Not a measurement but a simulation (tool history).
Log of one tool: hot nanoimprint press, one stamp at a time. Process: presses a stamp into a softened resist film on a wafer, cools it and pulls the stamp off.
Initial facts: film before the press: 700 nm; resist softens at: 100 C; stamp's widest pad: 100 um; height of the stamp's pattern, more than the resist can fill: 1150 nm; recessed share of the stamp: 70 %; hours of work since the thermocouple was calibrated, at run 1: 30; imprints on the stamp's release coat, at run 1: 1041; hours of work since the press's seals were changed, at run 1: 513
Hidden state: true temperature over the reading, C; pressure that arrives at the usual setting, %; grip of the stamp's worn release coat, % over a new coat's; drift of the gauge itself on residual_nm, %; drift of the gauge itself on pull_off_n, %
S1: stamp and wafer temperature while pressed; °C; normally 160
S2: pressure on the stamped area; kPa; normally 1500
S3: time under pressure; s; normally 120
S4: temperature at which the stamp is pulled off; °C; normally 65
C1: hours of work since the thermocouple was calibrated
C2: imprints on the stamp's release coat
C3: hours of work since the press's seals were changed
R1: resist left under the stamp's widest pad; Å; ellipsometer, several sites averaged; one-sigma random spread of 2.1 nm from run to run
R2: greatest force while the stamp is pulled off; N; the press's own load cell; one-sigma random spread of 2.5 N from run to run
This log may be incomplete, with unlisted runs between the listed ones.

run    day   S1    S2   S3  S4   C1    C2   C3    R1   R2
  1      0  160  1500  120  65   30  1041  513  3462  138
     1.179  -- stamp cleaned and given a new release coat
  2  1.396  160  1500  120  65   46    14  529  3464  118
  3  2.671  160  1500  120  65   64    97  547  3475  115
  4  3.679  160  1500  130  65   79   163  561  3355  119
  5  4.962  160  1500  130  65   97   246  579  3339  116
  6  5.642  160  1500  130  65  106   290  589  3347  125
  7  6.362  160  1500   67  65  116   337  599  4141  118
  8  7.075  160  1500   67  65  127   383  609  4103  124
  9  8.096  153  1500  120  65  141   450  623  4468  121
 10  8.808  149  1530  188  69  151   496  633  4600  118
 11  9.683  160  1500   93  65  163   553  646  3696  123

Below are 3 alternative next runs, each starting from the tool's condition after run 11. Predict each:
  A  10.592  160  1500  106  65  176  612  659   ?   ?
  B  10.592  160  2250  120  51  176  612  659   ?   ?
  C  10.592  160   980   93  60  176  612  659   ?   ?

run    R1   R2
  A  3562  128
  B  2817  153
  C  4385  136
Had the tool no hidden state, the same runs would have come out as:
run    R1   R2
  A  3634  114
  B  2859  136
  C  4474  121
